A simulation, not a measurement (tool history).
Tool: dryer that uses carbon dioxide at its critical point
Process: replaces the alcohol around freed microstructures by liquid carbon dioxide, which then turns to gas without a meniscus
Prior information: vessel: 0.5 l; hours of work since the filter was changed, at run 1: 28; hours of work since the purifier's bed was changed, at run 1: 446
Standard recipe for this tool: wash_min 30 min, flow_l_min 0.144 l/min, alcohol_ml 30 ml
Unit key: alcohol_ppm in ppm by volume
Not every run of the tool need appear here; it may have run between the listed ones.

run	day	wash_min	flow_l_min	alcohol_ml	hours of work since the filter was changed	hours of work since the purifier's bed was changed	alcohol_ppm
1	0	30	0.144	30	28	446	105
2	0.933	30	0.144	30	42	461	109
3	1.8	36	0.144	30	56	474	88
4	2.621	26	0.144	30	69	487	172
5	3.533	38	0.144	30	84	502	96
6	4.017	38	0.144	30	91	509	91
7	4.629	38	0.144	30	101	519	106
8	5.088	30	0.144	30	108	526	121
9	5.525	30	0.144	30	115	533	125
10	6.054	30	0.144	50	124	542	146
11	6.988	30	0.144	108	139	557	220
12	7.583	30	0.144	108	148	566	221
13	8.046	30	0.144	108	155	573	221
14	8.6	41	0.138	26	164	582	87
15	9.2	30	0.144	61	174	592	174
16	9.912	18	0.095	50	185	603	5449
17	10.821	30	0.146	30	199	618	131
18	11.862	19	0.122	26	216	634	1142
19	12.717	41	0.213	110	230	648	111
20	13.329	30	0.144	49	239	657	174
21	14.033	30	0.23	30	250	669	116
22	14.808	31	0.146	42	263	681	152
23	15.529	25	0.144	29	274	692	261
24	16.529	24	0.143	40	290	708	373

Alternative continuations, all from the tool just after run 24; predict every row:
A	17.308	36	0.143	40	302	721	?
B	17.308	26	0.196	114	302	721	?
C	17.308	35	0.211	23	302	721	?
D	17.308	24	0.143	30	302	721	?

run	alcohol_ppm
A	143
B	179
C	112
D	340
Stripped of hidden state, with their random variation kept, the same runs would have yielded:
run	alcohol_ppm
A	18
B	34
C	0
D	137

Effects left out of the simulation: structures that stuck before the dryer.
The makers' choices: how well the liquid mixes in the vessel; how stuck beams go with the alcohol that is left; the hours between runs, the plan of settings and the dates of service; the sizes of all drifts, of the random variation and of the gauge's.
